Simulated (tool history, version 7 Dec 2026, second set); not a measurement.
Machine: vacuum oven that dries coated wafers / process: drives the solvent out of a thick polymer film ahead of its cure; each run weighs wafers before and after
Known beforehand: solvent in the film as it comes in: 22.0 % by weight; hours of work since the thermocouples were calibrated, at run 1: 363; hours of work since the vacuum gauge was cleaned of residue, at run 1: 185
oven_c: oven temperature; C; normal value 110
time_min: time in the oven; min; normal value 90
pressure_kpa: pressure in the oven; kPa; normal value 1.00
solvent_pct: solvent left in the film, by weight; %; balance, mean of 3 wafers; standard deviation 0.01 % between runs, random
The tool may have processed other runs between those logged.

run     day  oven_c  time_min  pressure_kpa  hours of work since the thermocouples were calibrated  hours of work since the vacuum gauge was cleaned of residue  solvent_pct
  1   0.000     110        90          1.00                                                    363                                                          185         1.00
  2   1.125     110        90          1.00                                                    381                                                          203         1.01
  3   1.900     110        90          3.33                                                    394                                                          216         2.10
  4   2.808     110        90          3.33                                                    409                                                          231         2.12
  5   3.808     110        90          1.00                                                    425                                                          247         0.96
  6   4.825     110        90          1.00                                                    441                                                          263         0.98
      4.954  -- vacuum gauge cleaned of residue and calibrated
  7   5.629     110        90          1.00                                                    453                                                           11         1.00
  8   6.538     110        90          1.00                                                    468                                                           26         0.98
  9   7.058     110        90          1.00                                                    477                                                           34         0.97
      7.558  -- vacuum gauge cleaned of residue and calibrated, once more
 10   8.292     110        90          1.00                                                    495                                                           12         0.94
 11   9.146     124       145          2.09                                                    509                                                           26         0.65
 12  10.367     124       145          2.09                                                    529                                                           46         0.62
 13  11.242     124        74          3.24                                                    543                                                           60         1.03
 14  11.938     114        71          1.40                                                    554                                                           71         1.05
 15  13.183     103        90          1.40                                                    575                                                           91         2.49
 16  14.408     121       124          3.82                                                    595                                                          111         1.32
 17  15.308      96       113          2.40                                                    609                                                          126         4.38
 18  15.971      96       113          2.40                                                    620                                                          136         4.38
 19  17.229      95       113          0.81                                                    640                                                          157         3.62

Same runs, no hidden state in the tool, same run-to-run variation:
The hidden state here: true wafer temperature over the reading, C; true pressure over the reading, kPa; drift of the gauge itself on solvent_pct, %.
run  solvent_pct
  1         1.09
  2         1.10
  3         2.23
  4         2.25
  5         1.06
  6         1.09
  7         1.09
  8         1.07
  9         1.07
 10         1.08
 11         0.67
 12         0.64
 13         1.07
 14         1.19
 15         2.82
 16         1.36
 17         4.84
 18         4.86
 19         4.10

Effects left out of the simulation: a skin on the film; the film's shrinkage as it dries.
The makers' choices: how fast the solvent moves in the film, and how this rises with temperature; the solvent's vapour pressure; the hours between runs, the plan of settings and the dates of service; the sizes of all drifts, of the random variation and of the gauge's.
